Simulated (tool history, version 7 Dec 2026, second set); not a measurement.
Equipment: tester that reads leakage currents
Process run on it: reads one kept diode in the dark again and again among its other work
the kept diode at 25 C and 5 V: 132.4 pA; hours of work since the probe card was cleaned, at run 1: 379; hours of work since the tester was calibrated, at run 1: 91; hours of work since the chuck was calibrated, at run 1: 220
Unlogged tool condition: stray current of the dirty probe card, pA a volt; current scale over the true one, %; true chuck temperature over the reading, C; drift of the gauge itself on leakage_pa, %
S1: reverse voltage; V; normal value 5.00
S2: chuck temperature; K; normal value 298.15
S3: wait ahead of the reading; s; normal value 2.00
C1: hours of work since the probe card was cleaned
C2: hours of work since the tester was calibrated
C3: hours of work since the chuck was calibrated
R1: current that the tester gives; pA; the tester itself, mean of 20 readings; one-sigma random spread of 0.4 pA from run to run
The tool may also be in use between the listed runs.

| run | hour | S1 | S2 | S3 | C1 | C2 | C3 | R1 |
|---|---|---|---|---|---|---|---|---|
| 1 | 0.0 | 5.00 | 298.15 | 2.00 | 379 | 91 | 220 | 132.59 |
| 2 | 135.3 | 5.00 | 298.15 | 2.00 | 442 | 154 | 283 | 131.60 |
| 3 | 253.8 | 5.00 | 298.15 | 2.00 | 497 | 209 | 338 | 130.56 |
| 4 | 336.1 | 5.00 | 298.15 | 0.31 | 535 | 247 | 376 | 130.92 |
| 5 | 461.0 | 5.00 | 298.15 | 0.51 | 593 | 305 | 434 | 129.73 |
| 6 | 520.3 | 5.00 | 298.15 | 0.51 | 621 | 332 | 462 | 128.65 |
| 7 | 622.5 | 5.00 | 298.15 | 0.51 | 668 | 380 | 509 | 127.25 |
| 8 | 724.7 | 5.00 | 298.15 | 5.35 | 716 | 427 | 557 | 125.84 |
| 9 | 841.4 | 5.00 | 298.15 | 5.35 | 770 | 481 | 611 | 125.02 |
| 10 | 943.0 | 5.00 | 298.15 | 5.35 | 817 | 529 | 658 | 124.17 |
| 11 | 1059.5 | 5.00 | 298.15 | 5.35 | 871 | 583 | 712 | 123.90 |
| 12 | 1121.2 | 5.00 | 298.15 | 0.50 | 900 | 611 | 741 | 123.45 |
|  | 1186.9 | chuck's temperature calibrated |
| 13 | 1204.6 | 5.00 | 298.15 | 0.50 | 938 | 649 | 8 | 137.05 |
| 14 | 1345.8 | 5.00 | 298.15 | 2.00 | 1003 | 715 | 74 | 134.66 |
| 15 | 1439.1 | 5.00 | 298.15 | 2.00 | 1046 | 758 | 117 | 134.81 |
| 16 | 1534.5 | 5.00 | 298.15 | 2.00 | 1091 | 802 | 161 | 133.52 |
| 17 | 1667.6 | 5.00 | 298.15 | 2.00 | 1152 | 864 | 223 | 132.08 |
| 18 | 1741.0 | 5.00 | 298.15 | 2.00 | 1187 | 898 | 257 | 131.61 |
|  | 1833.6 | probe card cleaned and baked |
| 19 | 1860.9 | 5.00 | 298.15 | 2.00 | 13 | 952 | 311 | 125.63 |
| 20 | 1918.0 | 5.00 | 298.15 | 2.00 | 39 | 979 | 338 | 125.37 |

Forecast run 21:
| 21 | 2026.4 | 1.87 | 311.15 | 3.30 | 89 | 1029 | 388 | ? |

{"run 21": {"R1": 227.32}}
Without the tool's hidden state the same run would have given R1 241.47 pA.
